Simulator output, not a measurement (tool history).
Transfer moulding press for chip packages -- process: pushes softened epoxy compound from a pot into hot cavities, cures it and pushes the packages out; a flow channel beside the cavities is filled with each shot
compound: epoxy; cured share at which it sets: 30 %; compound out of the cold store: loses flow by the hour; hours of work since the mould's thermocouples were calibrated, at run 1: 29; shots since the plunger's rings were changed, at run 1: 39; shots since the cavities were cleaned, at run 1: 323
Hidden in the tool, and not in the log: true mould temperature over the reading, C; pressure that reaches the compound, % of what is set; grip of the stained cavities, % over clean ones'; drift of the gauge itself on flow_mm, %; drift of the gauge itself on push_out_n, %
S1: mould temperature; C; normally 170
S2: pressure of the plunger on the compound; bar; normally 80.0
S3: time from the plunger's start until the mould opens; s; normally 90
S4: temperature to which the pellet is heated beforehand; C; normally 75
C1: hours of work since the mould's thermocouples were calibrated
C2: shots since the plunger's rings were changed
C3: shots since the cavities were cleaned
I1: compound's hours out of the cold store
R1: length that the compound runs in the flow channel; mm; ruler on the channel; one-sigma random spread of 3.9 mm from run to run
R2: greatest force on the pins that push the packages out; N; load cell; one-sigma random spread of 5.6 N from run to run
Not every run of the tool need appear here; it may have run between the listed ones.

run,hour,S1,S2,S3,S4,C1,C2,C3,I1,R1,R2
1,0.0,170,80.0,90,75,29,39,323,20.7,953,302
2,30.6,170,80.0,90,75,42,309,593,16.3,976,342
3,46.2,173,80.0,90,75,49,447,731,42.2,806,323
4,63.8,173,80.0,90,75,56,602,886,31.7,868,337
# hour 94.5: cavities cleaned with cleaning compound and waxed
5,96.5,173,80.0,90,75,70,878,18,8.9,1012,203
6,112.4,173,80.0,90,75,76,1018,158,27.5,890,232
7,131.6,170,80.0,90,75,85,1188,328,16.8,971,278
8,147.7,170,80.0,90,71,92,1330,470,39.5,834,302
9,162.1,170,80.0,90,71,98,1457,597,14.9,977,328
10,185.3,170,80.0,90,75,108,1663,803,15.4,975,378
11,202.5,170,80.0,90,75,115,1814,954,47.8,778,368
# hour 225.1: cavities cleaned with cleaning compound and waxed
12,229.9,170,80.0,90,75,126,2043,42,18.9,952,217
13,253.9,176,80.0,90,75,136,2255,254,14.5,951,263
14,276.2,176,80.0,90,75,146,2452,451,23.7,901,302
15,290.8,176,80.0,90,75,152,2582,581,22.9,891,320
16,315.6,167,68.3,97,84,162,2801,800,25.5,836,359
17,338.5,170,80.0,126,75,172,3003,1002,21.3,917,350
# hour 351.1: plunger's sealing rings changed
# hour 358.5: cavities cleaned with cleaning compound and waxed
18,373.3,170,62.0,71,85,185,182,131,32.8,782,314
19,387.0,166,77.3,91,82,191,303,252,33.4,882,276
20,414.9,167,86.4,91,82,203,550,499,40.8,865,332
21,433.0,170,80.9,115,75,211,710,659,26.0,924,318
22,453.0,170,71.5,81,75,219,886,835,29.8,847,403
23,480.5,165,62.1,110,69,231,1129,1078,12.1,909,375
# hour 491.6: cavities cleaned with cleaning compound and waxed
24,496.1,165,62.1,110,70,237,1254,40,40.8,744,203
25,514.3,169,68.8,84,71,245,1415,201,28.0,842,271
26,539.5,163,98.1,78,79,255,1637,423,46.3,914,482
27,554.0,169,61.4,125,75,261,1765,551,43.7,711,314
28,578.6,172,62.3,83,81,272,1982,768,38.9,732,357
29,598.7,172,62.3,83,81,280,2161,947,44.5,691,362

Branching from run 29: 3 alternative next runs. What would each branch give?
A,620.1,175,80.0,90,75,290,2349,1135,13.7,?,?
B,620.1,165,76.2,128,81,290,2349,1135,23.5,?,?
C,620.1,172,69.4,123,78,290,2349,1135,11.2,?,?

run,R1,R2
A,962,375
B,915,366
C,925,369
Without the tool's unlogged condition, the same runs would have read:
run,R1,R2
A,983,193
B,934,191
C,945,190

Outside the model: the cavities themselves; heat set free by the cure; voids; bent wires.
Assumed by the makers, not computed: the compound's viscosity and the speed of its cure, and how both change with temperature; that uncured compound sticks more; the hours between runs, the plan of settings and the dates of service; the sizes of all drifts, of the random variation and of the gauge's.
